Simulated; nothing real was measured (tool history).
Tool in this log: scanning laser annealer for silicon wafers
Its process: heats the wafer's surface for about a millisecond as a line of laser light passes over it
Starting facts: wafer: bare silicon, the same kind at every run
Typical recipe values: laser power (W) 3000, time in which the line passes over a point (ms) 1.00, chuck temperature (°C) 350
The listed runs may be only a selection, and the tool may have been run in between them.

run,day,laser power (W),time in which the line passes over a point (ms),chuck temperature (°C),highest temperature of the surface (°C)
1,0.000,3000,1.00,350,1062
2,0.521,3000,1.00,350,1065
3,0.862,3000,1.00,350,1061
4,1.188,3000,1.00,364,1074
5,1.588,3000,1.00,364,1074
6,1.904,3000,1.00,364,1078
7,2.329,3157,1.00,364,1116
8,2.988,3000,1.00,377,1124
9,3.383,3000,1.00,350,1092
10,3.838,3000,1.00,337,1079
11,4.325,3000,1.00,337,1077
12,4.754,3000,1.00,337,1076
13,5.283,3000,1.00,337,1083
14,5.829,3000,1.00,337,1077
15,6.412,2814,1.00,350,1048
16,6.788,2814,1.00,350,1045
17,7.183,2814,1.00,350,1043
18,7.704,2622,1.00,350,993
19,7.979,3000,1.00,344,1085
20,8.558,2794,1.00,344,1032
21,8.829,2926,0.90,323,998
22,9.279,2742,0.96,320,980
23,9.675,2853,1.15,320,1080
24,10.421,2769,0.75,337,908
25,10.779,2749,1.00,328,998
26,11.279,2749,1.00,328,999
27,11.754,2777,1.00,335,1014
28,12.329,3000,1.10,388,1166
29,12.921,3000,1.17,360,1165
30,13.683,3000,1.17,360,1183
31,14.058,2977,1.05,366,1124
32,14.388,2977,1.05,366,1128
33,14.967,3244,0.84,333,1062
34,15.579,2676,1.11,381,1083
35,16.192,2770,0.97,381,1053
36,16.796,2901,0.75,322,928
37,17.062,2901,0.75,322,924
38,17.321,2838,0.89,376,1029
39,17.704,2838,0.89,376,1031
40,18.221,2838,0.89,376,1032

Taken out of this log: 3 entries between the listed runs. Where each belongs, and how the hidden state differs across it:
In the gap between runs 7 and 8: window over the wafer cleaned (day 2.938)
  light that passes the window, % of a clean one's: 95.5 -> 99.69; laser's true power over the reading, %: 0.28 -> 0.29; width of the line over the set one, %: 2.01 -> 2.02
  measured less the result without the state, highest temperature of the surface (°C): -42 -> -7
In the gap between runs 23 and 24: optics aligned, line set to its width (day 9.912)
  light that passes the window, % of a clean one's: 99.23 -> 99.19; width of the line over the set one, %: 2.13 -> 3.04
  measured less the result without the state, highest temperature of the surface (°C): -11 -> -11
In the gap between runs 29 and 30: optics aligned, line set to its width, once more (day 13.158)
  light that passes the window, % of a clean one's: 99.02 -> 98.99; width of the line over the set one, %: 3.08 -> 0.05
  measured less the result without the state, highest temperature of the surface (°C): -16 -> -6

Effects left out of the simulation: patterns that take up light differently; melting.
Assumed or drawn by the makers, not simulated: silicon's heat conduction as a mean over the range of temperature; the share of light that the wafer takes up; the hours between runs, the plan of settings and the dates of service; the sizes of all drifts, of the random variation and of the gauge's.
